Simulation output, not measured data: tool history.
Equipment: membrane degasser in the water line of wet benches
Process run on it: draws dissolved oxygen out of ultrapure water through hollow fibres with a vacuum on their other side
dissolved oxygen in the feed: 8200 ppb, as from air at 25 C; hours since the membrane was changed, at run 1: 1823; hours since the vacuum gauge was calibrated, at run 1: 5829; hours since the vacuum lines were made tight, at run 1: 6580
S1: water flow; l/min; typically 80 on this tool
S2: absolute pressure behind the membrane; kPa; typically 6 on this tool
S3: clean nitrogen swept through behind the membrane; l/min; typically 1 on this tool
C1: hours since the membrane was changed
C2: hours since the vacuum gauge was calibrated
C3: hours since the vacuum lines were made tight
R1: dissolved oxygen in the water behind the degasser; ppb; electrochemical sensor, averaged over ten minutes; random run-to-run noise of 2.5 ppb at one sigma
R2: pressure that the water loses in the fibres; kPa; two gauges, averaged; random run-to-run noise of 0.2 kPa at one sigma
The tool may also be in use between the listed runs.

run    hour   S1     S2    S3    C1    C2    C3      R1     R2
  1       0   80      6     1  1823  5829  6580   377.5  46.48
  2    57.6   80      6     1  1881  5886  6637   371.3  46.53
  3   114.4   80  12.98     1  1938  5943  6694  1179.4  46.58
  4   147.8   80  12.98     1  1971  5976  6728  1180.3  46.31
  5   205.2   80  12.98     1  2029  6034  6785  1172.5   46.6
  6   236.9   80  12.98     1  2060  6065  6817  1188.3  46.58
  7   294.8   80      6     1  2118  6123  6874   370.3  46.44
  8   350.9   96      6     1  2174  6179  6931   423.9   56.1
  9   390.7   96      6     1  2214  6219  6970   427.1  56.19
 10   445.2   96      6     1  2269  6274  7025   421.8  55.67
 11   500.1   96      6  0.72  2323  6329  7080   501.2  55.79
 12   546.2   96      6  0.72  2370  6375  7126   508.4  55.77
 13   588.8   96      6  0.72  2412  6417  7169   507.3  56.29
 14   645.7   96      6  0.72  2469  6474  7225   507.3  55.49
 15   692.9   96      6  0.72  2516  6521  7273   503.5  55.65
 16   729.5   80      6     1  2553  6558  7309   367.5  46.31
 17   784.5   80      6     1  2608  6613  7364   370.8  46.69
 18   822.3   80      6     1  2646  6651  7402   371.3  46.34
 19   848.1  117   4.05     1  2671  6677  7428   172.1  68.18
 20   888.2   52  13.51  0.61  2712  6717  7468  1264.2  29.99
 21   929.3   51   6.17     1  2753  6758  7509   283.9  29.72
 22   982.1   57      6   0.6  2805  6811  7562     407  32.97
 23  1032.8  113   4.38  2.14  2856  6861  7613   142.5  65.54
 24    1070   84      6  2.14  2893  6899  7650   227.5  49.14
 25  1099.2   80      6  1.24  2923  6928  7679   324.7  46.54
 26  1146.7   80    4.3  1.41  2970  6975  7726   123.5  46.73
 27  1194.9   51  10.87  0.97  3018  7023  7775   715.9  29.34
 28  1221.4   51  14.96   0.6  3045  7050  7801  1436.5  29.64
 29  1257.1   51   3.94  1.15  3080  7086  7837      66  29.74
 30  1313.3   98   9.67  0.59  3137  7142  7893  1234.1  56.99
 31  1362.6   80      7  2.98  3186  7191  7942   221.6  46.35
 32  1396.2   80      7  2.98  3220  7225  7976   222.5  46.62

Forecast each of these 4 alternatives for the next run:
  A  1438.9  126   4.64  0.64  3262  7267  8019   ?   ?
  B  1438.9   63  14.64  2.03  3262  7267  8019   ?   ?
  C  1438.9   80   4.51  2.98  3262  7267  8019   ?   ?
  D  1438.9   83  13.15  0.41  3262  7267  8019   ?   ?

run      R1     R2
  A     348  73.34
  B   692.8  36.65
  C    84.7  46.71
  D  1969.8  48.29
Stripped of hidden state, with their random variation kept, the same runs would have yielded:
run      R1     R2
  A   347.5  73.31
  B   692.6  36.63
  C    84.6  46.69
  D  1969.9  48.27

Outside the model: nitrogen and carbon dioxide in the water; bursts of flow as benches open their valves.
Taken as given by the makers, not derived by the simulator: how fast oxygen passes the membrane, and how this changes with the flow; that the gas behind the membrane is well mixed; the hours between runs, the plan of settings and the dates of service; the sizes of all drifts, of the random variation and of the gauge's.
